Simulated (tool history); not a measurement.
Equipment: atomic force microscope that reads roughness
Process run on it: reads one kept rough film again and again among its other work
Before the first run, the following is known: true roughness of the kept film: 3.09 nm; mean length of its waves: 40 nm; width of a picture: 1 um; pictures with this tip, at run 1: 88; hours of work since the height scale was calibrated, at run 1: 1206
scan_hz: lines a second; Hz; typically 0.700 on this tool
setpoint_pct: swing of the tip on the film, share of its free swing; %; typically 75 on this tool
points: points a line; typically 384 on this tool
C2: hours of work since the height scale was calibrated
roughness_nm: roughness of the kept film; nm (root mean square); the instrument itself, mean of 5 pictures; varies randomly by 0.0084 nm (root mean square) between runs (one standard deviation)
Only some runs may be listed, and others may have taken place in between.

run 1 hour=0.0 | scan_hz=0.700 setpoint_pct=75 points=384 | pictures_with_this_tip=88 C2=1206 | roughness_nm=2.813
run 2 hour=56.1 | scan_hz=0.700 setpoint_pct=75 points=384 | pictures_with_this_tip=209 C2=1245 | roughness_nm=2.770
run 3 hour=103.9 | scan_hz=0.700 setpoint_pct=75 points=966 | pictures_with_this_tip=312 C2=1279 | roughness_nm=2.727
-- hour=115.0 height scale calibrated on a step standard
-- hour=135.9 new tip fitted
run 4 hour=168.3 | scan_hz=0.700 setpoint_pct=75 points=966 | pictures_with_this_tip=70 C2=37 | roughness_nm=2.835
run 5 hour=211.0 | scan_hz=0.700 setpoint_pct=75 points=966 | pictures_with_this_tip=162 C2=67 | roughness_nm=2.797
run 6 hour=246.5 | scan_hz=0.700 setpoint_pct=75 points=966 | pictures_with_this_tip=238 C2=92 | roughness_nm=2.782
-- hour=282.0 height scale calibrated on a step standard, once more
run 7 hour=297.1 | scan_hz=0.700 setpoint_pct=75 points=640 | pictures_with_this_tip=345 C2=11 | roughness_nm=2.701
-- hour=310.9 new tip fitted
run 8 hour=371.9 | scan_hz=0.700 setpoint_pct=75 points=384 | pictures_with_this_tip=131 C2=63 | roughness_nm=2.771
run 9 hour=435.4 | scan_hz=0.700 setpoint_pct=75 points=384 | pictures_with_this_tip=268 C2=108 | roughness_nm=2.723
-- hour=489.0 new tip fitted
run 10 hour=491.7 | scan_hz=0.700 setpoint_pct=75 points=384 | pictures_with_this_tip=6 C2=147 | roughness_nm=2.820
run 11 hour=572.2 | scan_hz=0.700 setpoint_pct=75 points=367 | pictures_with_this_tip=179 C2=204 | roughness_nm=2.743
run 12 hour=637.9 | scan_hz=0.700 setpoint_pct=75 points=384 | pictures_with_this_tip=321 C2=250 | roughness_nm=2.679
-- hour=664.9 new tip fitted
run 13 hour=706.6 | scan_hz=0.700 setpoint_pct=75 points=384 | pictures_with_this_tip=89 C2=298 | roughness_nm=2.795
run 14 hour=769.5 | scan_hz=0.700 setpoint_pct=75 points=703 | pictures_with_this_tip=225 C2=343 | roughness_nm=2.742
-- hour=843.0 new tip fitted
run 15 hour=845.4 | scan_hz=0.700 setpoint_pct=75 points=703 | pictures_with_this_tip=5 C2=396 | roughness_nm=2.831
run 16 hour=880.2 | scan_hz=0.700 setpoint_pct=71 points=703 | pictures_with_this_tip=80 C2=420 | roughness_nm=2.834
run 17 hour=941.2 | scan_hz=0.700 setpoint_pct=71 points=703 | pictures_with_this_tip=211 C2=463 | roughness_nm=2.782
run 18 hour=976.7 | scan_hz=0.700 setpoint_pct=71 points=703 | pictures_with_this_tip=288 C2=488 | roughness_nm=2.732
-- hour=1020.4 new tip fitted
run 19 hour=1041.5 | scan_hz=3.872 setpoint_pct=71 points=703 | pictures_with_this_tip=46 C2=534 | roughness_nm=2.554
run 20 hour=1101.2 | scan_hz=3.872 setpoint_pct=71 points=703 | pictures_with_this_tip=174 C2=576 | roughness_nm=2.497
run 21 hour=1153.3 | scan_hz=2.958 setpoint_pct=69 points=851 | pictures_with_this_tip=287 C2=612 | roughness_nm=2.545
-- hour=1196.3 new tip fitted
run 22 hour=1214.6 | scan_hz=2.958 setpoint_pct=69 points=851 | pictures_with_this_tip=39 C2=655 | roughness_nm=2.643
run 23 hour=1294.9 | scan_hz=2.958 setpoint_pct=69 points=851 | pictures_with_this_tip=212 C2=712 | roughness_nm=2.567
run 24 hour=1362.7 | scan_hz=2.958 setpoint_pct=69 points=851 | pictures_with_this_tip=358 C2=760 | roughness_nm=2.514
-- hour=1374.9 new tip fitted
run 25 hour=1407.2 | scan_hz=2.750 setpoint_pct=66 points=384 | pictures_with_this_tip=70 C2=791 | roughness_nm=2.676
run 26 hour=1449.4 | scan_hz=2.409 setpoint_pct=62 points=321 | pictures_with_this_tip=161 C2=820 | roughness_nm=2.706
run 27 hour=1504.3 | scan_hz=2.409 setpoint_pct=62 points=321 | pictures_with_this_tip=279 C2=859 | roughness_nm=2.661
run 28 hour=1547.2 | scan_hz=2.250 setpoint_pct=63 points=686 | pictures_with_this_tip=371 C2=889 | roughness_nm=2.632
-- hour=1551.3 new tip fitted
run 29 hour=1601.1 | scan_hz=2.250 setpoint_pct=63 points=686 | pictures_with_this_tip=107 C2=927 | roughness_nm=2.750
run 30 hour=1663.5 | scan_hz=2.250 setpoint_pct=75 points=602 | pictures_with_this_tip=242 C2=971 | roughness_nm=2.554
run 31 hour=1708.8 | scan_hz=2.250 setpoint_pct=75 points=602 | pictures_with_this_tip=339 C2=1003 | roughness_nm=2.528
-- hour=1732.2 new tip fitted
run 32 hour=1753.0 | scan_hz=0.553 setpoint_pct=75 points=326 | pictures_with_this_tip=45 C2=1034 | roughness_nm=2.843
run 33 hour=1794.0 | scan_hz=2.874 setpoint_pct=58 points=757 | pictures_with_this_tip=133 C2=1063 | roughness_nm=2.765
run 34 hour=1843.2 | scan_hz=1.315 setpoint_pct=69 points=792 | pictures_with_this_tip=239 C2=1097 | roughness_nm=2.738
-- hour=1911.9 new tip fitted
run 35 hour=1916.2 | scan_hz=1.346 setpoint_pct=71 points=850 | pictures_with_this_tip=9 C2=1148 | roughness_nm=2.812
run 36 hour=1965.2 | scan_hz=0.717 setpoint_pct=60 points=482 | pictures_with_this_tip=115 C2=1183 | roughness_nm=2.847
run 37 hour=2031.4 | scan_hz=0.700 setpoint_pct=58 points=384 | pictures_with_this_tip=257 C2=1229 | roughness_nm=2.799
-- hour=2088.0 new tip fitted
run 38 hour=2088.0 | scan_hz=3.204 setpoint_pct=67 points=384 | pictures_with_this_tip=0 C2=1269 | roughness_nm=2.672
-- hour=2114.7 height scale calibrated on a step standard
run 39 hour=2167.2 | scan_hz=3.204 setpoint_pct=67 points=384 | pictures_with_this_tip=168 C2=37 | roughness_nm=2.578
run 40 hour=2208.2 | scan_hz=0.523 setpoint_pct=73 points=772 | pictures_with_this_tip=256 C2=66 | roughness_nm=2.749

What if the next run were any one of these 3? Each begins from the tool's condition after run 40:
run A hour=2247.7 | scan_hz=2.905 setpoint_pct=75 points=307 | pictures_with_this_tip=341 C2=94 | roughness_nm=?
run B hour=2247.7 | scan_hz=3.643 setpoint_pct=73 points=537 | pictures_with_this_tip=341 C2=94 | roughness_nm=?
run C hour=2247.7 | scan_hz=1.476 setpoint_pct=73 points=979 | pictures_with_this_tip=341 C2=94 | roughness_nm=?

run=A roughness_nm=2.414
run=B roughness_nm=2.393
run=C roughness_nm=2.617
With no hidden state in the tool, these same runs would have given:
run=A roughness_nm=2.543
run=B roughness_nm=2.521
run=C roughness_nm=2.758
